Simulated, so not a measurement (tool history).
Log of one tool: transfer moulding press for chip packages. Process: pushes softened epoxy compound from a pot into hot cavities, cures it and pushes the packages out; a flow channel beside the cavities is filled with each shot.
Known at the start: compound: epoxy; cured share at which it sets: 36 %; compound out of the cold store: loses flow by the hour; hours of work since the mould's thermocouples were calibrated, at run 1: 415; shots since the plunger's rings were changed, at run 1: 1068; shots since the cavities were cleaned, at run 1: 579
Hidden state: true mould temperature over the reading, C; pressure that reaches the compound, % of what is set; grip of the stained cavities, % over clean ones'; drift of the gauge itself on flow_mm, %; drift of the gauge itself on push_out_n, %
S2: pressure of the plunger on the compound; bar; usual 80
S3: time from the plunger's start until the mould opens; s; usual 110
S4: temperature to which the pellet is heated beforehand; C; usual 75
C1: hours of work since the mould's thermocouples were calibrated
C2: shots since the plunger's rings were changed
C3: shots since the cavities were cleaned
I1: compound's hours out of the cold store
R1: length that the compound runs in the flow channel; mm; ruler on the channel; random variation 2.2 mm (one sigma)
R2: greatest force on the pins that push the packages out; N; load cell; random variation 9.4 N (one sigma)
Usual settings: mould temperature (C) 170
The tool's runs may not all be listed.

Run 1, hour 0: usual settings; C1 415; C2 1068; C3 579; I1 17. Result: R1 846 mm, R2 652 N.
Run 2, hour 21.2: usual settings; C1 429; C2 1275; C3 786; I1 34.2. Result: R1 812 mm, R2 687 N.
At hour 43.3: cavities cleaned with cleaning compound and waxed.
Run 3, hour 49.4: usual settings; C1 445; C2 1535; C3 60; I1 38.1. Result: R1 803 mm, R2 481 N.
Run 4, hour 85.8: usual settings but mould temperature (C) 165; C1 468; C2 1890; C3 415; I1 34.3. Result: R1 839 mm, R2 879 N.
At hour 95.6: mould's thermocouples calibrated.
Run 5, hour 108.3: usual settings but mould temperature (C) 165; C1 8; C2 2090; C3 615; I1 31.7. Result: R1 834 mm, R2 838 N.
Run 6, hour 137.4: usual settings but mould temperature (C) 165; C1 26; C2 2374; C3 899; I1 23.4. Result: R1 850 mm, R2 898 N.
At hour 147.7: cavities cleaned with cleaning compound and waxed.
Run 7, hour 168.6: usual settings but S3 150 s; C1 45; C2 2664; C3 205; I1 33.6. Result: R1 804 mm, R2 493 N.
Run 8, hour 190.5: usual settings but S3 150 s; C1 58; C2 2877; C3 418; I1 15.8. Result: R1 835 mm, R2 558 N.
Run 9, hour 225.7: usual settings but S3 150 s; C1 80; C2 3220; C3 761; I1 27.9. Result: R1 812 mm, R2 596 N.
At hour 251.8: cavities cleaned with cleaning compound and waxed.
Run 10, hour 257.1: usual settings but S3 150 s; C1 99; C2 3512; C3 52; I1 40.3. Result: R1 782 mm, R2 415 N.
Run 11, hour 280.1: usual settings but S3 150 s; C1 113; C2 3736; C3 276; I1 33.1. Result: R1 794 mm, R2 503 N.
Run 12, hour 319.8: usual settings but S3 150 s; C1 138; C2 4124; C3 664; I1 29.9. Result: R1 796 mm, R2 585 N.
At hour 355.8: cavities cleaned with cleaning compound and waxed.
Run 13, hour 360.9: usual settings but S3 150 s; C1 163; C2 4510; C3 49; I1 23.7. Result: R1 808 mm, R2 408 N.
Run 14, hour 391.8: usual settings but S3 90 s; C1 182; C2 4811; C3 350; I1 29.5. Result: R1 799 mm, R2 827 N.
Run 15, hour 408.2: usual settings but S4 65 C; C1 193; C2 4972; C3 511; I1 36.7. Result: R1 781 mm, R2 631 N.
Run 16, hour 435.4: usual settings but mould temperature (C) 177, S2 98.7 bar; C1 209; C2 5236; C3 775; I1 44.2. Result: R1 813 mm, R2 602 N.
At hour 459.7: cavities cleaned with cleaning compound and waxed.
Run 17, hour 475.9: usual settings but mould temperature (C) 166, S2 87.2 bar, S3 139 s, S4 65 C; C1 234; C2 5617; C3 158; I1 24.5. Result: R1 858 mm, R2 526 N.
Run 18, hour 504.3: usual settings but mould temperature (C) 166, S2 87.2 bar, S3 139 s, S4 65 C; C1 252; C2 5894; C3 435; I1 25.6. Result: R1 858 mm, R2 601 N.
Run 19, hour 526.6: usual settings but S2 65.1 bar, S4 83 C; C1 266; C2 6112; C3 653; I1 47. Result: R1 681 mm, R2 636 N.
At hour 548.2: plunger's sealing rings changed.
At hour 565.6: cavities cleaned with cleaning compound and waxed.
Run 20, hour 565.6: usual settings but S2 65.1 bar, S4 83 C; C1 287; C2 155; C3 0; I1 37. Result: R1 730 mm, R2 424 N.
Run 21, hour 587: usual settings but mould temperature (C) 176, S2 62.8 bar, S3 125 s, S4 77 C; C1 301; C2 363; C3 208; I1 23.5. Result: R1 714 mm, R2 486 N.
Run 22, hour 621.9: usual settings but mould temperature (C) 171, S2 76.9 bar, S3 125 s, S4 79 C; C1 323; C2 704; C3 549; I1 21. Result: R1 813 mm, R2 585 N.
Run 23, hour 648.7: usual settings but mould temperature (C) 171, S2 76.9 bar, S3 125 s, S4 79 C; C1 339; C2 966; C3 811; I1 11.9. Result: R1 832 mm, R2 647 N.
At hour 669.1: cavities cleaned with cleaning compound and waxed.
Run 24, hour 686.2: usual settings but mould temperature (C) 171, S2 76.9 bar, S3 125 s, S4 79 C; C1 362; C2 1316; C3 166; I1 20.9. Result: R1 817 mm, R2 505 N.
Run 25, hour 708.8: usual settings but mould temperature (C) 171, S2 96.7 bar, S3 149 s, S4 79 C; C1 376; C2 1538; C3 388; I1 12.1. Result: R1 933 mm, R2 529 N.
Run 26, hour 748.2: usual settings but mould temperature (C) 168, S2 79.9 bar, S3 108 s; C1 401; C2 1922; C3 772; I1 18.3. Result: R1 850 mm, R2 815 N.
At hour 771.7: cavities cleaned with cleaning compound and waxed.
Run 27, hour 786.5: usual settings but mould temperature (C) 168, S2 79.9 bar, S3 121 s, S4 84 C; C1 424; C2 2281; C3 145; I1 8.3. Result: R1 864 mm, R2 518 N.

How the hidden state differs across the entries between the runs, from the last listed run before each to the first after it:
Between runs 2 and 3: cavities cleaned with cleaning compound and waxed (hour 43.3)
  true mould temperature over the reading, C: -0.88 -> -0.91; pressure that reaches the compound, % of what is set: 97.78 -> 97.4; grip of the stained cavities, % over clean ones': 57.9 -> 10.3
  measured less the result without the state, R1: -4 -> -6 mm; R2: +265 -> +59 N
Between runs 4 and 5: mould's thermocouples calibrated (hour 95.6)
  true mould temperature over the reading, C: -0.95 -> -0.02; pressure that reaches the compound, % of what is set: 96.89 -> 96.57; grip of the stained cavities, % over clean ones': 45 -> 54.5
  measured less the result without the state, R1: -7 -> -14 mm; R2: +313 -> +295 N
Between runs 6 and 7: cavities cleaned with cleaning compound and waxed (hour 147.7)
  true mould temperature over the reading, C: -0.05 -> -0.08; pressure that reaches the compound, % of what is set: 96.12 -> 95.7; grip of the stained cavities, % over clean ones': 61.9 -> 30
  measured less the result without the state, R1: -17 -> -17 mm; R2: +346 -> +114 N
Between runs 9 and 10: cavities cleaned with cleaning compound and waxed (hour 251.8)
  true mould temperature over the reading, C: -0.15 -> -0.18; pressure that reaches the compound, % of what is set: 94.89 -> 94.5; grip of the stained cavities, % over clean ones': 58.7 -> 7.6
  measured less the result without the state, R1: -20 -> -22 mm; R2: +221 -> +30 N
Between runs 12 and 13: cavities cleaned with cleaning compound and waxed (hour 355.8)
  true mould temperature over the reading, C: -0.25 -> -0.3; pressure that reaches the compound, % of what is set: 93.59 -> 93; grip of the stained cavities, % over clean ones': 56.3 -> 8
  measured less the result without the state, R1: -26 -> -28 mm; R2: +215 -> +31 N
Between runs 16 and 17: cavities cleaned with cleaning compound and waxed (hour 459.7)
  true mould temperature over the reading, C: -0.38 -> -0.43; pressure that reaches the compound, % of what is set: 91.94 -> 91.39; grip of the stained cavities, % over clean ones': 58.6 -> 25.6
  measured less the result without the state, R1: -33 -> -37 mm; R2: +220 -> +112 N
Between runs 19 and 20: plunger's sealing rings changed (hour 548.2); cavities cleaned with cleaning compound and waxed (hour 565.6)
  true mould temperature over the reading, C: -0.48 -> -0.51; pressure that reaches the compound, % of what is set: 90.72 -> 99.57; grip of the stained cavities, % over clean ones': 56.2 -> 0.2
  measured less the result without the state, R1: -32 -> +1 mm; R2: +235 -> +8 N
Between runs 23 and 24: cavities cleaned with cleaning compound and waxed (hour 669.1)
  true mould temperature over the reading, C: -0.61 -> -0.65; pressure that reaches the compound, % of what is set: 98.36 -> 97.87; grip of the stained cavities, % over clean ones': 60.1 -> 25.8
  measured less the result without the state, R1: -4 -> -6 mm; R2: +245 -> +106 N
Between runs 26 and 27: cavities cleaned with cleaning compound and waxed (hour 771.7)
  true mould temperature over the reading, C: -0.71 -> -0.76; pressure that reaches the compound, % of what is set: 96.93 -> 96.4; grip of the stained cavities, % over clean ones': 58.9 -> 23.5
  measured less the result without the state, R1: -9 -> -12 mm; R2: +322 -> +110 N
